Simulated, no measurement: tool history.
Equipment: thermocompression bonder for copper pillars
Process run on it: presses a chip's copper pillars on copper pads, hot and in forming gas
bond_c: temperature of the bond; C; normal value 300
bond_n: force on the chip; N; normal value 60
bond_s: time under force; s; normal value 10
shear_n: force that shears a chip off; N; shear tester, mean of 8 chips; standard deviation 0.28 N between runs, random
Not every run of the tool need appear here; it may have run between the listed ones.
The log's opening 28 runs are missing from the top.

run	hour	bond_c	bond_n	bond_s	shear_n
29	970.7	317	56	14	40.4
30	996.5	317	42	6	20.7
31	1031.5	300	51	12	26.8
32	1066.9	300	75	11	39.4
33	1108.4	319	75	11	48.5
34	1139.3	319	75	11	48
35	1177	298	46	6	16.6
36	1215.6	272	38	28	16.2
# hour 1239.3: forming gas filter changed
37	1245.2	272	86	5	23.6
38	1278.3	327	60	25	59.3
39	1324.9	327	60	25	59.1
40	1354.8	323	60	24	54.8

Branching from run 40: 4 alternative next runs. What would each branch give?
A	1404.7	270	37	18	?
B	1404.7	280	60	24	?
C	1404.7	299	60	10	?
D	1404.7	323	74	16	?

run	shear_n
A	12.9
B	31.6
C	30.2
D	57.4
Take away the tool's hidden state, keep each run's random variation, and the runs would have read:
run	shear_n
A	13.7
B	33.5
C	32.2
D	60.6
